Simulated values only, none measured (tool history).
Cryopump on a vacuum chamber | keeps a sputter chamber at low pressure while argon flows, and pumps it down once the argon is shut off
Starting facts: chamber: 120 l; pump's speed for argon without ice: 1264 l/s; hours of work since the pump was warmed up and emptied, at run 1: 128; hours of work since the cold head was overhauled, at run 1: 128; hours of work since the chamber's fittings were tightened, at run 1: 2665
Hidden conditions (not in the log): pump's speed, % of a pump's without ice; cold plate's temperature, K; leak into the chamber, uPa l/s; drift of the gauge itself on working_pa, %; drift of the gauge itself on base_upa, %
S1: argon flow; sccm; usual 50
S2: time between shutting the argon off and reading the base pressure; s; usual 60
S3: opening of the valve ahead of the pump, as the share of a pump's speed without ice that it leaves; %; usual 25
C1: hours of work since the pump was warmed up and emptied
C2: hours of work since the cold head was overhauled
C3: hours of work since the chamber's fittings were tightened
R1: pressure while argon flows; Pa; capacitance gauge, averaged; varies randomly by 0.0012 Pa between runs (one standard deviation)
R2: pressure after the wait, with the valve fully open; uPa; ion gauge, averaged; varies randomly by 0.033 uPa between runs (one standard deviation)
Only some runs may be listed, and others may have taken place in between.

run,day,S1,S2,S3,C1,C2,C3,R1,R2
1,0,50,60,25,128,128,2665,0.2685,3.02
2,2.996,50,60,25,170,170,2707,0.2684,2.97
3,6.567,50,48,25,220,220,2756,0.2705,3.42
4,9.212,50,60,25,257,257,2793,0.2705,3.14
5,11.442,50,60,25,288,288,2824,0.2706,3.18
6,14.071,50,60,25,325,325,2861,0.272,3.13
7,16.896,50,60,33,364,364,2901,0.2065,3.4
8,21.246,24,60,33,425,425,2961,0.0992,3.31
9,24.496,50,20,25,470,470,3007,0.2759,6.55
10,27.096,50,20,25,507,507,3043,0.2748,6.36
11,29.617,50,20,25,542,542,3078,0.2753,6.39
12,32.942,23,60,25,588,588,3125,0.1275,3.5
13,36.438,23,60,25,637,637,3173,0.1289,3.54
14,38.575,23,60,25,667,667,3203,0.1281,3.62
15,41.562,23,60,30,709,709,3245,0.1089,3.59
16,45.092,22,36,32,758,758,3294,0.0977,4.66
17,48.862,22,40,50,810,810,3347,0.0649,4.48
18,52.05,77,23,19,855,855,3391,0.5651,6.16
19,54.129,77,23,19,884,884,3420,0.5709,6.16
20,56.492,27,53,26,917,917,3453,0.1474,4.08
21,58.404,27,53,26,944,944,3480,0.1484,4.11
22,60.283,50,113,32,970,970,3506,0.2266,3.19
23,63.438,56,21,41,1014,1014,3550,0.2052,6.52
# day 67.617: leaking fittings of the chamber tightened, without venting
24,67.883,56,73,21,1075,1075,4,0.3785,1.54
# day 70.017: pump warmed up, emptied and cooled again
25,70.017,56,117,17,0,1102,31,0.439,1.03
26,72.071,22,294,38,29,1130,59,0.0773,0.55

Each row is a separate what-if for the run after 26, all from the same tool condition, not one after another. Results?
A,75.283,50,60,18,74,1175,104,?,?
B,75.283,27,294,27,74,1175,104,?,?
C,75.283,55,294,39,74,1175,104,?,?

run,R1,R2
A,0.3717,1.79
B,0.1351,0.6
C,0.1915,0.61
Without the tool's hidden state the same runs would have given:
run,R1,R2
A,0.3694,1.72
B,0.1339,0.53
C,0.1891,0.55
